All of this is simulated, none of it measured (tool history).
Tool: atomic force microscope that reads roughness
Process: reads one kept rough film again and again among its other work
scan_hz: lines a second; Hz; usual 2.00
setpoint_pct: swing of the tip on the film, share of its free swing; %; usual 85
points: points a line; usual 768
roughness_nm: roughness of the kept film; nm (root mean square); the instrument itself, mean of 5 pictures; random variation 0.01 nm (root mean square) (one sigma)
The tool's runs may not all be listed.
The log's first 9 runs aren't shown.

run    hour  scan_hz  setpoint_pct  points  pictures with this tip  hours of work since the height scale was calibrated  roughness_nm
 10   333.3     1.75            85     768                     176                                                 1416         2.365
 11   382.5     2.00            85     288                     227                                                 1448         2.260
 12   413.6     2.00            85     288                     259                                                 1469         2.274
      439.4  -- new tip fitted
 13   461.8     2.00            85     288                      23                                                 1500         2.277
 14   497.3     2.00            85     768                      59                                                 1524         2.331
 15   525.5     2.00            85     768                      88                                                 1542         2.344
 16   578.9     2.00            85     768                     143                                                 1577         2.333
 17   621.5     2.00            85     768                     187                                                 1606         2.348
      651.2  -- height scale calibrated on a step standard
 18   654.5     2.00            85     768                     220                                                    2         2.352
 19   704.0     2.00            85     768                     271                                                   35         2.328
      716.2  -- new tip fitted
 20   760.1     2.00            58     768                      45                                                   71         2.518
 21   793.7     3.19            85     768                      80                                                   94         2.211
 22   827.7     3.19            85     768                     115                                                  116         2.192
 23   865.9     3.19            85     768                     154                                                  141         2.207
 24   894.3     1.17            63     768                     183                                                  160         2.519
 25   934.6     0.89            89     768                     225                                                  186         2.439
 26   981.7     2.26            82     915                     273                                                  217         2.332
      992.2  -- new tip fitted
 27  1005.2     2.00            58     698                      14                                                  233         2.535
 28  1031.0     1.70            82     734                      40                                                  249         2.408
 29  1062.2     3.82            85     742                      72                                                  270         2.130
 30  1106.6     1.39            85     694                     118                                                  299         2.415
 31  1136.4     2.77            85     688                     149                                                  319         2.243
 32  1161.2     2.77            85     688                     174                                                  335         2.231
 33  1210.2     0.62            87     589                     225                                                  368         2.481
 34  1240.2     0.62            87     589                     256                                                  387         2.490

The next listed run, before its measurement:
     1270.2  -- new tip fitted
 35  1276.2     0.62            87     589                       6                                                  411             ?

roughness_nm: 2.492 nm (root mean square)
Without the tool's hidden state the same run would have given roughness_nm 2.493 nm (root mean square).
